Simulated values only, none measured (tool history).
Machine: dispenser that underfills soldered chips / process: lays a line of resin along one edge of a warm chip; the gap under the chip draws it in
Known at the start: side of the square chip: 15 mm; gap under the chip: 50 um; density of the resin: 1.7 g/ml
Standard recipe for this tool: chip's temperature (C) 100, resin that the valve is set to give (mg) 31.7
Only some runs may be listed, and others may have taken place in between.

| run | hour | chip's temperature (C) | resin that the valve is set to give (mg) | time until the resin shows at the far edge (s) | resin that the valve gave (mg) |
|---|---|---|---|---|---|
| 1 | 0 | 100 | 31.7 | 123.1 | 30.28 |
|  | 4.9 | new syringe of resin |
| 2 | 4.9 | 98 | 31.7 | 109.5 | 30.33 |
|  | 7.4 | dispensing valve cleaned and set on the balance |
| 3 | 9.2 | 110 | 31.7 | 88.4 | 31.81 |
| 4 | 12.7 | 110 | 31.7 | 99 | 32 |
|  | 16.3 | new syringe of resin |
| 5 | 18.9 | 100 | 31.7 | 113 | 31.55 |
| 6 | 22.6 | 100 | 31.7 | 130.1 | 31.76 |
|  | 26.7 | new syringe of resin |
| 7 | 26.7 | 101 | 31.7 | 98.7 | 31.48 |
| 8 | 33.5 | 101 | 31.7 | 126 | 31.52 |
|  | 37.2 | new syringe of resin |
| 9 | 37.4 | 101 | 31.7 | 100.1 | 31.32 |
| 10 | 44.9 | 100 | 39.5 | 133.7 | 38.59 |
|  | 47.6 | new syringe of resin |
| 11 | 52.4 | 100 | 27.7 | 122.6 | 27.12 |
| 12 | 56 | 100 | 27.5 | 138 | 26.73 |
|  | 58.1 | new syringe of resin |
| 13 | 61.3 | 100 | 27.5 | 116.9 | 26.73 |
|  | 68.7 | new syringe of resin |
| 14 | 69.1 | 89 | 31.7 | 143.3 | 30.76 |
| 15 | 75.4 | 111 | 31.7 | 94.1 | 30.6 |
|  | 79.2 | new syringe of resin |
| 16 | 83.4 | 111 | 31.7 | 85.7 | 30.59 |
| 17 | 88.6 | 90 | 31.7 | 195.6 | 30.5 |
|  | 89.4 | new syringe of resin |
|  | 92.1 | dispensing valve cleaned and set on the balance |
| 18 | 95.4 | 90 | 31.7 | 166.4 | 31.58 |
| 19 | 99.9 | 109 | 34.1 | 108.6 | 33.98 |
|  | 100.6 | new syringe of resin |
| 20 | 108.1 | 98 | 32.9 | 140.6 | 32.52 |
|  | 111.2 | new syringe of resin |
| 21 | 115.1 | 112 | 29.8 | 83.2 | 29.69 |
| 22 | 119.5 | 112 | 29.8 | 98.1 | 29.43 |
|  | 121.6 | new syringe of resin |
| 23 | 126.2 | 112 | 29.8 | 84.2 | 29.25 |
| 24 | 130.3 | 112 | 29.8 | 97.3 | 29.23 |
|  | 131.8 | new syringe of resin |
| 25 | 137 | 112 | 29.8 | 85.7 | 29.23 |
|  | 142.1 | new syringe of resin |
| 26 | 142.3 | 112 | 29.8 | 70.3 | 28.88 |
| 27 | 148 | 112 | 29.8 | 89.5 | 28.93 |
|  | 152.9 | new syringe of resin |
| 28 | 152.9 | 100 | 31 | 101 | 30 |
| 29 | 156.4 | 100 | 32.8 | 115.4 | 31.87 |
|  | 163.6 | new syringe of resin |
| 30 | 163.8 | 100 | 29.9 | 102.1 | 28.9 |
| 31 | 170.8 | 97 | 27.8 | 146.2 | 26.58 |
|  | 173.9 | new syringe of resin |
|  | 176.8 | dispensing valve cleaned and set on the balance |
| 32 | 178.2 | 100 | 27.8 | 114.5 | 27.83 |
| 33 | 181.5 | 100 | 27.8 | 129.8 | 27.59 |
|  | 185.2 | new syringe of resin |
| 34 | 189.3 | 100 | 27.8 | 118.1 | 27.49 |
|  | 195.7 | new syringe of resin |
| 35 | 197.5 | 100 | 37.4 | 105.7 | 36.82 |

Hidden state or all else? Some run-to-run changes of time until the resin shows at the far edge (s), split into what the settings, what came in and random variation would give without the hidden state, and what is left for the hidden state (with any gauge scatter that isn't in both results):
Hidden state at play: resin's viscosity, % of fresh resin's; dose that the valve gives, % of what is set; true chip temperature over the reading, C; drift of the gauge itself on fill_s, %; drift of the gauge itself on given_mg, %.
Run 9 -> 10: chip's temperature (C) 101 -> 100, resin that the valve is set to give (mg) 31.7 -> 39.5. time until the resin shows at the far edge (s) +33.6: hidden state +32.1, all else +1.5.
Run 16 -> 17: chip's temperature (C) 111 -> 90. time until the resin shows at the far edge (s) +109.9: hidden state +43.9, all else +66.
Run 18 -> 19: chip's temperature (C) 90 -> 109, resin that the valve is set to give (mg) 31.7 -> 34.1. time until the resin shows at the far edge (s) -57.8: hidden state +6.2, all else -64.
Run 20 -> 21: chip's temperature (C) 98 -> 112, resin that the valve is set to give (mg) 32.9 -> 29.8, new syringe of resin. time until the resin shows at the far edge (s) -57.4: hidden state -21.1, all else -36.3.
Run 30 -> 31: chip's temperature (C) 100 -> 97, resin that the valve is set to give (mg) 29.9 -> 27.8. time until the resin shows at the far edge (s) +44.1: hidden state +33.2, all else +10.9.
